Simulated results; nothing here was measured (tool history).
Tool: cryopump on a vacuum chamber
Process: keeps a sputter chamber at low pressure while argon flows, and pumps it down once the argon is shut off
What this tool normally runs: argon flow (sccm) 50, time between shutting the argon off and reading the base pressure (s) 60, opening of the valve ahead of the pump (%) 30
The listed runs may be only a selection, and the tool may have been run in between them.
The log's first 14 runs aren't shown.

run	hour	argon flow (sccm)	time between shutting the argon off and reading the base pressure (s)	opening of the valve ahead of the pump (%)	hours of work since the pump was warmed up and emptied	hours of work since the cold head was overhauled	hours of work since the chamber's fittings were tightened	pressure while argon flows (Pa)	pressure after the wait (uPa)
15	152.3	96	60	30	369	369	2283	0.4676	3.79
16	166.0	50	60	19	377	377	2291	0.3809	3.87
# hour 180.8: leaking fittings of the chamber tightened, without venting
17	185.1	50	60	30	388	388	3	0.2438	1.36
18	196.2	50	60	30	394	394	9	0.2462	1.36
19	211.9	50	60	30	403	403	18	0.2467	1.43
20	220.2	50	60	30	408	408	23	0.2466	1.39
21	232.9	50	60	30	416	416	31	0.2438	1.41
22	241.5	50	21	31	421	421	36	0.2386	3.29
23	254.3	50	283	30	429	429	44	0.2471	0.64
24	270.3	50	96	39	438	438	53	0.1917	1.01
25	278.9	50	96	39	443	443	58	0.1946	1.04
26	288.8	50	60	22	449	449	64	0.3333	1.43
27	297.4	50	60	26	454	454	69	0.2829	1.45
28	312.7	50	280	30	463	463	78	0.2481	0.66
29	323.2	50	280	30	470	470	85	0.2492	0.66
30	331.5	50	280	30	475	475	90	0.2485	0.68
31	346.6	50	24	19	484	484	99	0.3844	3.02
32	358.5	24	300	36	491	491	106	0.1007	0.74
33	368.3	34	25	43	497	497	112	0.1210	2.84
34	382.7	59	22	21	505	505	120	0.4120	3.26

Branching from run 34: 4 alternative next runs. What would each branch give?
A	392.6	79	22	58	511	511	126	?	?
B	392.6	50	53	37	511	511	126	?	?
C	392.6	41	88	30	511	511	126	?	?
D	392.6	99	60	34	511	511	126	?	?

run	pressure while argon flows (Pa)	pressure after the wait (uPa)
A	0.2168	3.31
B	0.2037	1.71
C	0.2056	1.20
D	0.4405	1.52
With no hidden state in the tool, these same runs would have given:
run	pressure while argon flows (Pa)	pressure after the wait (uPa)
A	0.1914	3.03
B	0.1877	1.42
C	0.1924	0.92
D	0.4087	1.24
